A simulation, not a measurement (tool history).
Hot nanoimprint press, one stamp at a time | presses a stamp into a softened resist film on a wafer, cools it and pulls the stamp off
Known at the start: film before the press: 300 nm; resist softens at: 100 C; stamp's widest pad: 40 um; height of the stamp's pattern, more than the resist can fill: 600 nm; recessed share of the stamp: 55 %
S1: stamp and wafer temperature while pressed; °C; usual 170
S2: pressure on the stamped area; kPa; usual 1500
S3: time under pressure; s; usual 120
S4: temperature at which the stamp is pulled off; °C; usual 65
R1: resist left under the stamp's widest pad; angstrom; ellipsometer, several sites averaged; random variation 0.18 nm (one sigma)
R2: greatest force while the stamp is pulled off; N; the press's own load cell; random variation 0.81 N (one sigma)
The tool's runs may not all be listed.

Run 1, day 0.000: usual settings. Result: R1 1285 angstrom, R2 152.4 N.
Run 2, day 0.238: usual settings but S1 182 °C. Result: R1 812 angstrom, R2 151.5 N.
Run 3, day 0.479: usual settings but S1 175 °C. Result: R1 1057 angstrom, R2 151.1 N.
Run 4, day 0.854: usual settings but S3 128 s. Result: R1 1262 angstrom, R2 152.2 N.
Run 5, day 1.133: usual settings. Result: R1 1290 angstrom, R2 156.2 N.
Run 6, day 1.388: usual settings but S1 159 °C. Result: R1 1982 angstrom, R2 155.9 N.
Run 7, day 1.617: usual settings. Result: R1 1287 angstrom, R2 156.5 N.
Run 8, day 1.796: usual settings. Result: R1 1285 angstrom, R2 155.9 N.
Run 9, day 2.012: usual settings. Result: R1 1287 angstrom, R2 157.9 N.
Run 10, day 2.258: usual settings. Result: R1 1288 angstrom, R2 159.5 N.
Run 11, day 2.575: usual settings but S1 179 °C, S3 79 s. Result: R1 1054 angstrom, R2 159.6 N.
Run 12, day 2.804: usual settings but S1 179 °C, S3 79 s. Result: R1 1055 angstrom, R2 159.5 N.
Run 13, day 2.992: usual settings but S1 165 °C, S3 135 s. Result: R1 1514 angstrom, R2 159.1 N.
Run 14, day 3.325: usual settings but S1 165 °C, S3 135 s. Result: R1 1514 angstrom, R2 160.4 N.
Run 15, day 3.650: usual settings but S1 165 °C, S3 135 s, S4 54 °C. Result: R1 1514 angstrom, R2 193.1 N.
Run 16, day 3.854: usual settings but S1 178 °C, S2 1080 kPa, S3 88 s, S4 54 °C. Result: R1 1260 angstrom, R2 193.2 N.
Run 17, day 4.083: usual settings but S1 172 °C, S3 77 s. Result: R1 1382 angstrom, R2 162.7 N.
Run 18, day 4.404: usual settings but S2 1430 kPa, S3 115 s. Result: R1 1339 angstrom, R2 162.9 N.
Run 19, day 4.696: usual settings but S2 1430 kPa, S3 115 s. Result: R1 1333 angstrom, R2 163.2 N.
Run 20, day 5.025: usual settings but S2 1430 kPa, S3 115 s. Result: R1 1336 angstrom, R2 164.6 N.

Forecast each of these 3 alternatives for the next run:
Run A, day 5.250: usual settings but S2 1960 kPa, S4 54 °C. Result: R1 ?, R2 ?.
Run B, day 5.250: usual settings but S1 172 °C, S2 1430 kPa, S3 115 s. Result: R1 ?, R2 ?.
Run C, day 5.250: usual settings but S1 161 °C, S2 1560 kPa. Result: R1 ?, R2 ?.

run    R1     R2
  A  1111  199.6
  B  1233  166.3
  C  1802  166.1
Without the tool's hidden state the same runs would have given:
run    R1     R2
  A  1149  184.8
  B  1277  154.4
  C  1866  154.3
